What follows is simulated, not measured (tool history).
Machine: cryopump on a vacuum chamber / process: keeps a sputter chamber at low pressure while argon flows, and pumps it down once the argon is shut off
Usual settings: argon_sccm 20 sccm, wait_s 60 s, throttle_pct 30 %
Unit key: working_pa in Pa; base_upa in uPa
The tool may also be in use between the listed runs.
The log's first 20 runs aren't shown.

run 21 hour=390.6 | argon_sccm=29 wait_s=263 throttle_pct=29 | working_pa=0.0765 base_upa=1.49
run 22 hour=417.4 | argon_sccm=29 wait_s=263 throttle_pct=29 | working_pa=0.0769 base_upa=1.51
run 23 hour=445 | argon_sccm=24 wait_s=263 throttle_pct=35 | working_pa=0.0525 base_upa=1.52
run 24 hour=458.6 | argon_sccm=9 wait_s=26 throttle_pct=30 | working_pa=0.0239 base_upa=2.55
run 25 hour=474.8 | argon_sccm=19 wait_s=30 throttle_pct=30 | working_pa=0.0497 base_upa=2.5
run 26 hour=490.9 | argon_sccm=26 wait_s=165 throttle_pct=30 | working_pa=0.0666 base_upa=1.63
run 27 hour=503.1 | argon_sccm=20 wait_s=22 throttle_pct=43 | working_pa=0.0373 base_upa=2.79
run 28 hour=529.6 | argon_sccm=13 wait_s=51 throttle_pct=22 | working_pa=0.0454 base_upa=2.05
run 29 hour=541.7 | argon_sccm=13 wait_s=51 throttle_pct=22 | working_pa=0.0457 base_upa=2.07
run 30 hour=567.8 | argon_sccm=33 wait_s=51 throttle_pct=20 | working_pa=0.1272 base_upa=2.14
run 31 hour=592.8 | argon_sccm=33 wait_s=38 throttle_pct=20 | working_pa=0.1258 base_upa=2.3
run 32 hour=604.9 | argon_sccm=20 wait_s=61 throttle_pct=37 | working_pa=0.0418 base_upa=2.06
run 33 hour=620.4 | argon_sccm=20 wait_s=61 throttle_pct=37 | working_pa=0.0426 base_upa=2.07
run 34 hour=639 | argon_sccm=22 wait_s=134 throttle_pct=30 | working_pa=0.0571 base_upa=1.9

Alternative continuations, all from the tool just after run 34; predict every row:
run A hour=665.1 | argon_sccm=9 wait_s=24 throttle_pct=30 | working_pa=? base_upa=?
run B hour=665.1 | argon_sccm=10 wait_s=78 throttle_pct=28 | working_pa=? base_upa=?
run C hour=665.1 | argon_sccm=11 wait_s=168 throttle_pct=49 | working_pa=? base_upa=?
run D hour=665.1 | argon_sccm=22 wait_s=132 throttle_pct=30 | working_pa=? base_upa=?

run=A working_pa=0.0241 base_upa=2.9
run=B working_pa=0.0276 base_upa=2.03
run=C working_pa=0.0183 base_upa=1.82
run=D working_pa=0.057 base_upa=1.85
Had the tool no hidden state, the same runs would have come out as:
run=A working_pa=0.0232 base_upa=1.38
run=B working_pa=0.0266 base_upa=0.52
run=C working_pa=0.0172 base_upa=0.3
run=D working_pa=0.0549 base_upa=0.35
